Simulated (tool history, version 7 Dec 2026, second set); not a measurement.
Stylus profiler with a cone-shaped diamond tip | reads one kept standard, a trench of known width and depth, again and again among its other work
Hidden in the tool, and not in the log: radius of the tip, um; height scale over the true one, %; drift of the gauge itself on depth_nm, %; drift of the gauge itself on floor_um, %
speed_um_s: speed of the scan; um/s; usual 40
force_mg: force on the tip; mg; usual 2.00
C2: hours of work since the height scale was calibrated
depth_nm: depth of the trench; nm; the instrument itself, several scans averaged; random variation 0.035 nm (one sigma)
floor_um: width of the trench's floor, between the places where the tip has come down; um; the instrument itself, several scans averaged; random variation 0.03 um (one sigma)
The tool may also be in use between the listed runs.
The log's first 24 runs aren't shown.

{"hour": 1142.7, "done": "height scale calibrated on a step standard"}
{"run": 25, "hour": 1184.3, "speed_um_s": 95, "force_mg": 3.16, "scans with this tip": 4812, "C2": 25, "depth_nm": 101.56, "floor_um": 47.35}
{"run": 26, "hour": 1211.4, "speed_um_s": 95, "force_mg": 3.16, "scans with this tip": 4910, "C2": 41, "depth_nm": 101.65, "floor_um": 47.32}
{"run": 27, "hour": 1238.8, "speed_um_s": 95, "force_mg": 0.75, "scans with this tip": 5010, "C2": 57, "depth_nm": 100.71, "floor_um": 46.95}
{"run": 28, "hour": 1272.2, "speed_um_s": 56, "force_mg": 2.99, "scans with this tip": 5131, "C2": 77, "depth_nm": 101.56, "floor_um": 47.48}
{"run": 29, "hour": 1336.0, "speed_um_s": 56, "force_mg": 2.12, "scans with this tip": 5363, "C2": 114, "depth_nm": 101.34, "floor_um": 47.43}
{"run": 30, "hour": 1393.3, "speed_um_s": 92, "force_mg": 1.18, "scans with this tip": 5571, "C2": 148, "depth_nm": 100.88, "floor_um": 47.13}
{"run": 31, "hour": 1440.0, "speed_um_s": 139, "force_mg": 0.69, "scans with this tip": 5741, "C2": 176, "depth_nm": 100.71, "floor_um": 46.56}
{"hour": 1490.2, "done": "height scale calibrated on a step standard, once more"}
{"run": 32, "hour": 1502.3, "speed_um_s": 139, "force_mg": 0.69, "scans with this tip": 5965, "C2": 7, "depth_nm": 100.48, "floor_um": 46.56}
{"run": 33, "hour": 1564.2, "speed_um_s": 123, "force_mg": 2.54, "scans with this tip": 6190, "C2": 44, "depth_nm": 101.26, "floor_um": 47.15}
{"run": 34, "hour": 1600.6, "speed_um_s": 75, "force_mg": 1.47, "scans with this tip": 6322, "C2": 65, "depth_nm": 100.85, "floor_um": 47.27}
{"run": 35, "hour": 1651.5, "speed_um_s": 75, "force_mg": 0.82, "scans with this tip": 6507, "C2": 96, "depth_nm": 100.54, "floor_um": 47.11}
{"run": 36, "hour": 1685.4, "speed_um_s": 81, "force_mg": 2.1, "scans with this tip": 6630, "C2": 116, "depth_nm": 101.09, "floor_um": 47.28}
{"run": 37, "hour": 1731.1, "speed_um_s": 42, "force_mg": 5.52, "scans with this tip": 6796, "C2": 143, "depth_nm": 102.21, "floor_um": 47.56}
{"run": 38, "hour": 1769.6, "speed_um_s": 25, "force_mg": 1.08, "scans with this tip": 6936, "C2": 166, "depth_nm": 100.7, "floor_um": 47.48}
{"run": 39, "hour": 1824.3, "speed_um_s": 25, "force_mg": 0.94, "scans with this tip": 7135, "C2": 198, "depth_nm": 100.65, "floor_um": 47.43}
{"run": 40, "hour": 1862.4, "speed_um_s": 13, "force_mg": 4.13, "scans with this tip": 7273, "C2": 221, "depth_nm": 101.69, "floor_um": 47.54}
{"run": 41, "hour": 1911.4, "speed_um_s": 115, "force_mg": 1.11, "scans with this tip": 7451, "C2": 249, "depth_nm": 100.7, "floor_um": 46.85}
{"run": 42, "hour": 1975.7, "speed_um_s": 115, "force_mg": 1.11, "scans with this tip": 7685, "C2": 288, "depth_nm": 100.8, "floor_um": 46.88}

3 ways to go on from here, each from the tool as it stands after run 42. What would each give?
{"run": "A", "hour": 2002.3, "speed_um_s": 16, "force_mg": 1.08, "scans with this tip": 7782, "C2": 303, "depth_nm": "?", "floor_um": "?"}
{"run": "B", "hour": 2002.3, "speed_um_s": 44, "force_mg": 1.91, "scans with this tip": 7782, "C2": 303, "depth_nm": "?", "floor_um": "?"}
{"run": "C", "hour": 2002.3, "speed_um_s": 29, "force_mg": 0.75, "scans with this tip": 7782, "C2": 303, "depth_nm": "?", "floor_um": "?"}

run=A depth_nm=100.72 floor_um=47.51
run=B depth_nm=101.07 floor_um=47.37
run=C depth_nm=100.57 floor_um=47.37
Without the tool's hidden state the same runs would have given:
run=A depth_nm=100.69 floor_um=47.93
run=B depth_nm=101.04 floor_um=47.80
run=C depth_nm=100.54 floor_um=47.80

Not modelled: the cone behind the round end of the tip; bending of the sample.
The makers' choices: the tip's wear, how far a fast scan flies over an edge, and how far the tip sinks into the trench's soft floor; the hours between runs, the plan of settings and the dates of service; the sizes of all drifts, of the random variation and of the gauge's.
